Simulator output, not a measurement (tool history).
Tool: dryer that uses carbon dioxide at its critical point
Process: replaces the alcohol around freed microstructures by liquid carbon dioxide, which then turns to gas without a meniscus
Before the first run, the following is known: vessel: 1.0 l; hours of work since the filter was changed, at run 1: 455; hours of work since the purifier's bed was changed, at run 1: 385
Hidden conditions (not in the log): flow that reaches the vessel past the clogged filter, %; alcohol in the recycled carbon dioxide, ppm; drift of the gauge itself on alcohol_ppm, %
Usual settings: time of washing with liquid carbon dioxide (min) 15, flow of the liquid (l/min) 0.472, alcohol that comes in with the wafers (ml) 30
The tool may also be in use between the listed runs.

run	hour	time of washing with liquid carbon dioxide (min)	flow of the liquid (l/min)	alcohol that comes in with the wafers (ml)	hours of work since the filter was changed	hours of work since the purifier's bed was changed	alcohol left in the vessel before it's heated (ppm by volume)
1	0.0	15	0.472	30	455	385	193
2	32.3	15	0.472	40	466	397	268
3	67.4	21	0.472	30	479	409	48
4	92.2	10	0.472	30	487	418	1069
5	118.9	15	0.472	30	497	427	214
6	154.8	15	0.528	30	510	440	122
7	172.5	15	0.528	30	516	446	126
8	192.5	15	0.528	30	523	454	127
9	219.5	15	0.543	30	533	463	105
10	252.0	15	0.543	30	544	475	111
11	276.5	15	0.543	30	553	483	116
12	298.0	15	0.543	30	560	491	107
13	315.8	12	0.288	30	567	497	2877
14	346.8	12	0.288	30	578	508	2809
15	378.5	21	0.499	30	589	520	43
# hour 382.2: inlet filter changed
16	398.6	18	0.472	44	6	526	97
17	417.7	24	0.472	40	13	533	26
18	441.1	10	0.325	30	21	541	2793
19	456.5	21	0.472	72	26	547	65
20	475.4	10	0.774	28	33	554	95
21	511.3	9	0.472	30	46	566	1290
22	531.2	15	0.718	86	53	573	39
23	560.5	14	0.472	28	63	584	229
24	583.7	13	0.359	30	72	592	1017

Alternative continuations, all from the tool just after run 24; predict every row:
A	613.3	13	0.413	30	82	603	?
B	613.3	13	0.420	30	82	603	?
C	613.3	13	0.359	71	82	603	?
D	613.3	16	0.359	30	82	603	?
E	613.3	23	0.653	58	82	603	?

run	alcohol left in the vessel before it's heated (ppm by volume)
A	589
B	563
C	2354
D	478
E	29
What these runs would have given with no unlogged condition in the tool:
run	alcohol left in the vessel before it's heated (ppm by volume)
A	548
B	522
C	2255
D	440
E	10

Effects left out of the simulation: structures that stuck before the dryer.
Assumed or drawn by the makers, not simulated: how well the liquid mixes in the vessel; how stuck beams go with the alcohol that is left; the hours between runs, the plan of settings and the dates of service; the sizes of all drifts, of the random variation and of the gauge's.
